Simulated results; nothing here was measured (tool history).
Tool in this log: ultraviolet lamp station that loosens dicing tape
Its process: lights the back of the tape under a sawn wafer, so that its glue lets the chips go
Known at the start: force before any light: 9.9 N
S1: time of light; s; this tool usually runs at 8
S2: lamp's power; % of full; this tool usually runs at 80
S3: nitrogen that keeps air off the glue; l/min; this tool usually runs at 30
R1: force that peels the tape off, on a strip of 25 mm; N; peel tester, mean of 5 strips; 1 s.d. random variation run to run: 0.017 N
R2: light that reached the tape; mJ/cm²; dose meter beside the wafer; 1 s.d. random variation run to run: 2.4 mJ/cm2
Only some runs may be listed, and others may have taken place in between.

run,hour,S1,S2,S3,R1,R2
1,0.0,8,80,30,1.267,225
2,8.4,8,80,30,1.323,219
# hour 9.5: window cleaned of glue's vapour
3,17.7,8,80,30,1.389,211
4,22.6,8,80,17,1.806,210
# hour 26.6: window cleaned of glue's vapour, once more
5,28.1,8,80,17,1.229,266
6,32.7,8,80,17,1.183,265
7,42.0,8,80,17,1.192,266
8,47.3,8,80,57,0.751,257
9,57.2,15,80,30,0.290,487
10,65.6,15,80,30,0.278,485
11,72.7,15,80,30,0.289,486
12,79.3,15,90,56,0.232,548
13,87.8,4,91,12,3.087,146
14,95.5,11,87,58,0.360,386
15,100.1,5,97,30,1.621,197
16,110.6,5,97,30,1.562,194
17,117.9,7,69,30,1.659,189

Below are 4 alternative next runs, each starting from the tool's condition after run 17. Predict each:
A,127.0,8,68,30,?,?
B,127.0,5,99,10,?,?
C,127.0,7,90,30,?,?
D,127.0,12,69,12,?,?

run,R1,R2
A,1.367,216
B,2.292,198
C,1.020,255
D,0.875,329
What these runs would have given with no unlogged condition in the tool:
run,R1,R2
A,1.151,237
B,2.005,217
C,0.849,279
D,0.723,360

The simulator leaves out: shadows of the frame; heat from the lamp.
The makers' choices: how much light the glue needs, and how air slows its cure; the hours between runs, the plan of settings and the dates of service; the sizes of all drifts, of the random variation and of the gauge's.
